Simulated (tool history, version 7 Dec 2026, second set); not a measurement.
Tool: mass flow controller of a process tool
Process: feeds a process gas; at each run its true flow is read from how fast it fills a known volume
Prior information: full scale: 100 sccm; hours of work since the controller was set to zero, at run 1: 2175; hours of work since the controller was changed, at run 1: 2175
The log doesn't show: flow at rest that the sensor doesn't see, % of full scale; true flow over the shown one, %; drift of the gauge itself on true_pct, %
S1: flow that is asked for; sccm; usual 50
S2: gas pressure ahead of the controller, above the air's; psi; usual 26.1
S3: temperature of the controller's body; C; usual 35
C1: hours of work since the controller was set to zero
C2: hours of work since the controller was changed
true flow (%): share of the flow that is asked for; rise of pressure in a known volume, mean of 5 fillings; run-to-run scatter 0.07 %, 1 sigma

{"run": 1, "hour": 0.0, "S1": 50, "S2": 26.1, "S3": 35, "C1": 2175, "C2": 2175, "true flow (%)": 99.5}
{"run": 2, "hour": 171.6, "S1": 50, "S2": 26.1, "S3": 35, "C1": 2261, "C2": 2261, "true flow (%)": 99.25}
{"run": 3, "hour": 253.8, "S1": 50, "S2": 26.1, "S3": 35, "C1": 2302, "C2": 2302, "true flow (%)": 99.42}
{"run": 4, "hour": 424.4, "S1": 50, "S2": 26.1, "S3": 35, "C1": 2387, "C2": 2387, "true flow (%)": 99.33}
{"run": 5, "hour": 537.9, "S1": 50, "S2": 26.1, "S3": 35, "C1": 2444, "C2": 2444, "true flow (%)": 99.28}
{"run": 6, "hour": 685.9, "S1": 50, "S2": 26.1, "S3": 35, "C1": 2518, "C2": 2518, "true flow (%)": 99.19}
{"run": 7, "hour": 820.0, "S1": 50, "S2": 26.1, "S3": 35, "C1": 2586, "C2": 2586, "true flow (%)": 99.35}
{"run": 8, "hour": 920.8, "S1": 50, "S2": 26.1, "S3": 35, "C1": 2636, "C2": 2636, "true flow (%)": 99.24}
{"run": 9, "hour": 1027.7, "S1": 50, "S2": 26.1, "S3": 35, "C1": 2690, "C2": 2690, "true flow (%)": 99.29}
{"run": 10, "hour": 1162.3, "S1": 57, "S2": 26.1, "S3": 35, "C1": 2757, "C2": 2757, "true flow (%)": 99.46}
{"run": 11, "hour": 1249.0, "S1": 50, "S2": 26.1, "S3": 34, "C1": 2801, "C2": 2801, "true flow (%)": 99.05}
{"run": 12, "hour": 1351.2, "S1": 64, "S2": 32.9, "S3": 21, "C1": 2852, "C2": 2852, "true flow (%)": 98.49}
{"run": 13, "hour": 1528.3, "S1": 13, "S2": 32.9, "S3": 21, "C1": 2941, "C2": 2941, "true flow (%)": 96.94}
{"run": 14, "hour": 1679.3, "S1": 13, "S2": 32.9, "S3": 21, "C1": 3016, "C2": 3016, "true flow (%)": 97.11}
{"run": 15, "hour": 1792.2, "S1": 13, "S2": 32.9, "S3": 21, "C1": 3073, "C2": 3073, "true flow (%)": 97}
{"run": 16, "hour": 1912.7, "S1": 24, "S2": 31.6, "S3": 39, "C1": 3133, "C2": 3133, "true flow (%)": 98.66}
{"run": 17, "hour": 2093.1, "S1": 24, "S2": 31.6, "S3": 39, "C1": 3224, "C2": 3224, "true flow (%)": 98.46}
{"run": 18, "hour": 2169.0, "S1": 50, "S2": 26.1, "S3": 26, "C1": 3262, "C2": 3262, "true flow (%)": 98.41}
{"run": 19, "hour": 2252.9, "S1": 25, "S2": 21.5, "S3": 34, "C1": 3304, "C2": 3304, "true flow (%)": 98.24}

Measured less the same run without the tool's hidden state. The same run-to-run variation is in both; the gauge's scatter may not be:
run=1 true_flow_(%)=+0
run=2 true_flow_(%)=-0.04
run=3 true_flow_(%)=-0.04
run=4 true_flow_(%)=-0.07
run=5 true_flow_(%)=-0.09
run=6 true_flow_(%)=-0.11
run=7 true_flow_(%)=-0.14
run=8 true_flow_(%)=-0.15
run=9 true_flow_(%)=-0.17
run=10 true_flow_(%)=-0.19
run=11 true_flow_(%)=-0.2
run=12 true_flow_(%)=-0.21
run=13 true_flow_(%)=-0.26
run=14 true_flow_(%)=-0.27
run=15 true_flow_(%)=-0.29
run=16 true_flow_(%)=-0.31
run=17 true_flow_(%)=-0.34
run=18 true_flow_(%)=-0.34
run=19 true_flow_(%)=-0.36
